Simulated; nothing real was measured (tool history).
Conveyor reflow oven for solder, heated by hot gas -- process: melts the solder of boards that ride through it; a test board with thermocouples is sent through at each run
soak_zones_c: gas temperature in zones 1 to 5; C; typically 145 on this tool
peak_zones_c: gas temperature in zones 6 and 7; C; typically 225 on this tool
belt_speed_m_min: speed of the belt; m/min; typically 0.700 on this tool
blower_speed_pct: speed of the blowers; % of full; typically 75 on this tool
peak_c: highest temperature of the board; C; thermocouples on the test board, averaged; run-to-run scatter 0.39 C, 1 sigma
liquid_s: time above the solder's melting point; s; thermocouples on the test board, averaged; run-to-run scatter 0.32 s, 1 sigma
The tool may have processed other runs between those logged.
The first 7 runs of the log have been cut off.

{"run": 8, "day": 13.646, "soak_zones_c": 156, "peak_zones_c": 225, "belt_speed_m_min": 0.7, "blower_speed_pct": 57, "peak_c": 202.2, "liquid_s": 32.5}
{"day": 14.304, "done": "thermocouples of zones 6 and 7 changed"}
{"run": 9, "day": 15.071, "soak_zones_c": 145, "peak_zones_c": 225, "belt_speed_m_min": 0.7, "blower_speed_pct": 75, "peak_c": 206.5, "liquid_s": 33.4}
{"run": 10, "day": 17.675, "soak_zones_c": 145, "peak_zones_c": 225, "belt_speed_m_min": 0.7, "blower_speed_pct": 75, "peak_c": 205.9, "liquid_s": 32.7}
{"run": 11, "day": 19.654, "soak_zones_c": 145, "peak_zones_c": 225, "belt_speed_m_min": 0.7, "blower_speed_pct": 75, "peak_c": 205.0, "liquid_s": 33.3}
{"day": 20.346, "done": "flux residue cleaned out of gas plates and filters"}
{"run": 12, "day": 21.175, "soak_zones_c": 145, "peak_zones_c": 225, "belt_speed_m_min": 0.794, "blower_speed_pct": 75, "peak_c": 203.4, "liquid_s": 26.7}
{"run": 13, "day": 23.808, "soak_zones_c": 145, "peak_zones_c": 239, "belt_speed_m_min": 0.794, "blower_speed_pct": 75, "peak_c": 213.6, "liquid_s": 32.9}
{"run": 14, "day": 25.162, "soak_zones_c": 145, "peak_zones_c": 239, "belt_speed_m_min": 0.794, "blower_speed_pct": 75, "peak_c": 214.3, "liquid_s": 33.6}
{"run": 15, "day": 26.788, "soak_zones_c": 145, "peak_zones_c": 225, "belt_speed_m_min": 0.7, "blower_speed_pct": 75, "peak_c": 206.5, "liquid_s": 33.9}
{"run": 16, "day": 28.275, "soak_zones_c": 145, "peak_zones_c": 225, "belt_speed_m_min": 0.7, "blower_speed_pct": 75, "peak_c": 207.0, "liquid_s": 33.5}
{"run": 17, "day": 29.562, "soak_zones_c": 145, "peak_zones_c": 225, "belt_speed_m_min": 0.685, "blower_speed_pct": 85, "peak_c": 210.0, "liquid_s": 36.8}
{"run": 18, "day": 31.292, "soak_zones_c": 146, "peak_zones_c": 225, "belt_speed_m_min": 0.685, "blower_speed_pct": 85, "peak_c": 209.9, "liquid_s": 37.2}
{"run": 19, "day": 33.779, "soak_zones_c": 156, "peak_zones_c": 233, "belt_speed_m_min": 0.7, "blower_speed_pct": 75, "peak_c": 215.2, "liquid_s": 42.3}
{"run": 20, "day": 36.571, "soak_zones_c": 156, "peak_zones_c": 233, "belt_speed_m_min": 0.7, "blower_speed_pct": 75, "peak_c": 214.8, "liquid_s": 42.6}
{"run": 21, "day": 39.283, "soak_zones_c": 156, "peak_zones_c": 233, "belt_speed_m_min": 0.7, "blower_speed_pct": 75, "peak_c": 215.6, "liquid_s": 42.1}
{"run": 22, "day": 41.05, "soak_zones_c": 145, "peak_zones_c": 234, "belt_speed_m_min": 0.633, "blower_speed_pct": 59, "peak_c": 211.3, "liquid_s": 41.4}
{"run": 23, "day": 42.717, "soak_zones_c": 148, "peak_zones_c": 234, "belt_speed_m_min": 0.716, "blower_speed_pct": 59, "peak_c": 208.8, "liquid_s": 33.8}
{"run": 24, "day": 44.325, "soak_zones_c": 152, "peak_zones_c": 234, "belt_speed_m_min": 0.716, "blower_speed_pct": 59, "peak_c": 209.1, "liquid_s": 35.7}

Run 25 comes next. What will it give?
{"run": 25, "day": 46.079, "soak_zones_c": 145, "peak_zones_c": 228, "belt_speed_m_min": 0.7, "blower_speed_pct": 75, "peak_c": "?", "liquid_s": "?"}

Run 25 came out at peak_c 208.1 C, liquid_s 34.6 s.
Without the tool's hidden state the same run would have given peak_c 210.1 C, liquid_s 35.6 s.
